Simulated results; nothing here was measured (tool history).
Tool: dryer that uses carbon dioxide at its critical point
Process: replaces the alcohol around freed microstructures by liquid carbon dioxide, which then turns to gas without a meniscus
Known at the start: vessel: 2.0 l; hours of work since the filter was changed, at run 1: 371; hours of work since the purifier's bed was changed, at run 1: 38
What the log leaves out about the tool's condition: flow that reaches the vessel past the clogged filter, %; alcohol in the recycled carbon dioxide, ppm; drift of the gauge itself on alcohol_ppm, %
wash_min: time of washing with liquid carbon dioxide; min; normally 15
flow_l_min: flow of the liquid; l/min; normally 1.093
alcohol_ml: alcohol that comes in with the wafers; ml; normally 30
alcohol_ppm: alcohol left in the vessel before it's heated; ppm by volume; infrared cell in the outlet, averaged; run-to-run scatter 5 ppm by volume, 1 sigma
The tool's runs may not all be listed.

run,hour,wash_min,flow_l_min,alcohol_ml,hours of work since the filter was changed,hours of work since the purifier's bed was changed,alcohol_ppm
1,0,15,1.093,30,371,38,56
2,12.4,15,1.37,30,379,47,27
3,25.4,15,1.37,30,388,56,29
4,34.4,15,1.37,30,395,62,29
5,46.7,15,1.093,30,404,71,60
6,56.2,15,1.093,30,410,78,70
7,71.8,15,1.093,30,421,89,58
8,79.5,15,1.093,76,427,94,128
9,88.3,15,1.093,76,433,100,129
10,95.2,15,1.093,76,438,105,147
11,108.6,15,1.093,76,447,115,141
12,122.2,21,1.7,76,457,124,17
13,130.9,13,1.093,47,463,131,188
14,145.9,22,1.82,33,474,141,31
15,158.7,19,1.093,24,483,150,29
16,166.3,22,0.94,111,488,156,76

5 options for the next run, each taken on its own from the tool as it stands now. Forecast them:
# hour 178: inlet filter changed
A,180.7,22,0.94,99,2,165,?
# hour 178: inlet filter changed
B,180.7,12,0.84,22,2,165,?
# hour 178: inlet filter changed
C,180.7,22,0.94,60,2,165,?
# hour 178: inlet filter changed
D,180.7,15,0.94,27,2,165,?
# hour 178: inlet filter changed
E,180.7,18,1.53,111,2,165,?

run,alcohol_ppm
A,42
B,212
C,29
D,66
E,29
With the hidden condition removed and each run's random variation left untouched, the same runs would have given:
run,alcohol_ppm
A,20
B,188
C,7
D,45
E,8
